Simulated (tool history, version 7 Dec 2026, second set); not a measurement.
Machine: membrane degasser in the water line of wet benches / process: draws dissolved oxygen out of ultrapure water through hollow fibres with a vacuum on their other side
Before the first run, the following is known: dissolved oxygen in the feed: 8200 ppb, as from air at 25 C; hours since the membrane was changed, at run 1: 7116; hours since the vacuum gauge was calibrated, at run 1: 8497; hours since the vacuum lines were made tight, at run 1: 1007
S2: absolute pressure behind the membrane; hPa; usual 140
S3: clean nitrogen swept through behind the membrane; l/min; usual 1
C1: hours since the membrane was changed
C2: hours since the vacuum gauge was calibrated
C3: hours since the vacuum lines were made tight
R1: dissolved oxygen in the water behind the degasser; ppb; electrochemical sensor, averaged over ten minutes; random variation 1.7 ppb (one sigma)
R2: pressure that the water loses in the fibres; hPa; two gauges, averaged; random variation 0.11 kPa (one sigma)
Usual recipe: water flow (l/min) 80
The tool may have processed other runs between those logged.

Run 1, hour 0: usual settings; C1 7116; C2 8497; C3 1007. Result: R1 1315.7 ppb, R2 253.8 hPa.
At hour 100.2: vacuum gauge calibrated.
Run 2, hour 217.4: usual settings; C1 7333; C2 117; C3 1224. Result: R1 1317.7 ppb, R2 254.4 hPa.
Run 3, hour 357.5: usual settings; C1 7473; C2 257; C3 1364. Result: R1 1317.7 ppb, R2 254.4 hPa.
Run 4, hour 670.7: usual settings; C1 7786; C2 570; C3 1677. Result: R1 1321.1 ppb, R2 253.2 hPa.
Run 5, hour 975.9: usual settings but S3 0.42 l/min; C1 8091; C2 876; C3 1983. Result: R1 2080.9 ppb, R2 252.8 hPa.
Run 6, hour 1124: usual settings but S3 0.42 l/min; C1 8239; C2 1024; C3 2131. Result: R1 2081.5 ppb, R2 253 hPa.
Run 7, hour 1356.7: usual settings; C1 8472; C2 1256; C3 2363. Result: R1 1328.6 ppb, R2 253.8 hPa.
Run 8, hour 1650.1: usual settings; C1 8766; C2 1550; C3 2657. Result: R1 1334.2 ppb, R2 252.6 hPa.
Run 9, hour 1829: usual settings; C1 8944; C2 1729; C3 2836. Result: R1 1335.9 ppb, R2 251.4 hPa.
Run 10, hour 1974.2: usual settings; C1 9090; C2 1874; C3 2981. Result: R1 1336.4 ppb, R2 254.2 hPa.
Run 11, hour 2182.6: usual settings but water flow (l/min) 63, S2 112 hPa, S3 0.7 l/min; C1 9298; C2 2082; C3 3189. Result: R1 1087.5 ppb, R2 201.6 hPa.
Run 12, hour 2375.6: usual settings but water flow (l/min) 63, S2 93 hPa, S3 0.7 l/min; C1 9491; C2 2275; C3 3382. Result: R1 853.4 ppb, R2 199.6 hPa.
Run 13, hour 2668.2: usual settings but S2 100 hPa; C1 9784; C2 2568; C3 3675. Result: R1 900.7 ppb, R2 252.9 hPa.
At hour 2979.8: gauge calibrated.
Run 14, hour 3004.6: usual settings but S2 190 hPa, S3 1.14 l/min; C1 10120; C2 2904; C3 4011. Result: R1 1671.9 ppb, R2 255.7 hPa.
Run 15, hour 3214.4: usual settings but S2 185 hPa, S3 1.14 l/min; C1 10330; C2 3114; C3 4221. Result: R1 1630.6 ppb, R2 253.6 hPa.
Run 16, hour 3550.8: usual settings but S2 216 hPa, S3 2.33 l/min; C1 10666; C2 3451; C3 4558. Result: R1 1189.4 ppb, R2 253 hPa.
Run 17, hour 3801.3: usual settings but water flow (l/min) 98, S2 215 hPa; C1 10917; C2 3701; C3 4808. Result: R1 2319.5 ppb, R2 309.5 hPa.
Run 18, hour 3960.1: usual settings but water flow (l/min) 61, S2 338 hPa, S3 0.56 l/min; C1 11076; C2 3860; C3 4967. Result: R1 3494.1 ppb, R2 193.7 hPa.

5 ways to go on from here, each from the tool as it stands after run 18. What would each give?
Run A, hour 4303.2: usual settings but S3 1.09 l/min; C1 11419; C2 4203; C3 5310. Result: R1 ?, R2 ?.
Run B, hour 4303.2: usual settings but water flow (l/min) 56, S2 266 hPa, S3 0.47 l/min; C1 11419; C2 4203; C3 5310. Result: R1 ?, R2 ?.
Run C, hour 4303.2: usual settings but water flow (l/min) 100, S2 210 hPa, S3 0.94 l/min; C1 11419; C2 4203; C3 5310. Result: R1 ?, R2 ?.
Run D, hour 4303.2: usual settings but water flow (l/min) 61, S2 338 hPa, S3 2.14 l/min; C1 11419; C2 4203; C3 5310. Result: R1 ?, R2 ?.
Run E, hour 4303.2: usual settings but water flow (l/min) 61, S2 179 hPa, S3 0.49 l/min; C1 11419; C2 4203; C3 5310. Result: R1 ?, R2 ?.

run      R1     R2
  A  1263.2  253.1
  B  3040.9  176.1
  C    2384  317.1
  D  1576.5    194
  E  2181.4  193.1
Take away the tool's hidden state, keep each run's random variation, and the runs would have read:
run      R1     R2
  A  1247.6  252.9
  B  3004.2  175.9
  C  2354.9  316.8
  D  1557.4  193.8
  E  2154.9  192.9

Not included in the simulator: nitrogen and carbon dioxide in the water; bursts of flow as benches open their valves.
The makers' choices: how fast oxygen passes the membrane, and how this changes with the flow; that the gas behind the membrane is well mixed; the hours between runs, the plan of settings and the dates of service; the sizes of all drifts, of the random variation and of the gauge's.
